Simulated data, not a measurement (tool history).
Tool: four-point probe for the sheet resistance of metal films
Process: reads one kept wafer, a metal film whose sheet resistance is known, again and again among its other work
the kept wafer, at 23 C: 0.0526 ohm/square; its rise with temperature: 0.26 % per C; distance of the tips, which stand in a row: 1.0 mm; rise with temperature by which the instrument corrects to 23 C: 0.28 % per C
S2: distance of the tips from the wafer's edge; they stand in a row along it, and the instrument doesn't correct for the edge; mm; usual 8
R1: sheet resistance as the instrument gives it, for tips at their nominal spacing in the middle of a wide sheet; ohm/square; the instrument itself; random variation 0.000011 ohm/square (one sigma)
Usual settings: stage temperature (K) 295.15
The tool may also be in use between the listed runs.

run 1 hour=0.0 | stage_temperature_(K)=295.15 S2=8 | R1=0.053189
run 2 hour=30.4 | stage_temperature_(K)=295.15 S2=8 | R1=0.053187
run 3 hour=67.0 | stage_temperature_(K)=295.15 S2=8 | R1=0.053194
run 4 hour=109.1 | stage_temperature_(K)=295.15 S2=8 | R1=0.053179
run 5 hour=140.9 | stage_temperature_(K)=295.15 S2=8 | R1=0.053220
run 6 hour=164.7 | stage_temperature_(K)=293.15 S2=8 | R1=0.053237
run 7 hour=190.7 | stage_temperature_(K)=295.15 S2=6 | R1=0.053555
-- hour=214.5 stage's thermometer calibrated
run 8 hour=228.3 | stage_temperature_(K)=295.15 S2=6 | R1=0.053469
run 9 hour=253.6 | stage_temperature_(K)=293.15 S2=24 | R1=0.052756
run 10 hour=286.4 | stage_temperature_(K)=302.15 S2=24 | R1=0.052639

Run 11 comes next. What will it give?
run 11 hour=308.6 | stage_temperature_(K)=299.15 S2=22 | R1=?

R1: 0.052671 ohm/square
Without the tool's hidden state the same run would have given R1 0.052610 ohm/square.
